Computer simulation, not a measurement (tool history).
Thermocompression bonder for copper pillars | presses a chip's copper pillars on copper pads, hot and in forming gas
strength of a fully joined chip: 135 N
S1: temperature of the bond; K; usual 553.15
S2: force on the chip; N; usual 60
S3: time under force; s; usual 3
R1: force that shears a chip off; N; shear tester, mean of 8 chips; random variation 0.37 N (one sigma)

run,day,S1,S2,S3,R1
1,0.000,553.15,60,3,69.9
2,2.438,553.15,60,3,69.8
3,3.883,553.15,60,3,69.4
4,5.067,553.15,60,3,69.3
5,6.642,553.15,60,3,69.5
6,8.629,553.15,60,3,69.4
7,10.154,553.15,60,7,88.8
8,12.588,553.15,60,7,89.3
# day 13.696: forming gas filter changed
9,14.138,553.15,60,7,89.4
10,16.458,553.15,61,3,69.5
11,18.475,553.15,61,3,69.3
# day 19.296: heater calibrated with a thermocouple chip
12,21.033,553.15,45,3,57.0
13,22.842,553.15,48,8,81.8
14,24.162,553.15,67,4,80.0
15,25.712,576.15,45,4,76.2
16,27.429,544.15,51,3,56.1
17,29.246,553.15,60,7,88.1
# day 29.912: forming gas filter changed
18,31.083,553.15,73,7,96.5
19,32.125,574.15,60,3,80.1
20,34.638,538.15,50,3,52.1
# day 34.775: gauge calibrated
21,36.142,581.15,50,2,68.4
22,38.612,581.15,50,2,67.6
23,40.058,581.15,50,2,68.1

Measured less the same run without the tool's hidden state. The same run-to-run variation is in both; the gauge's scatter may not be:
The hidden state here: true temperature of the bond over the reading, C; force that reaches the chip, % of what is set; oxide that the forming gas leaves, % of the face; drift of the gauge itself on shear_n, %.
run,R1
1,-0.2
2,-0.4
3,-0.5
4,-0.5
5,-0.6
6,-0.7
7,-1.1
8,-1.3
9,-1.2
10,-1.2
11,-1.3
12,-1.1
13,-1.6
14,-1.7
15,-1.7
16,-1.4
17,-2.4
18,-2.5
19,-2.2
20,-1.5
21,-0.2
22,-0.3
23,-0.4
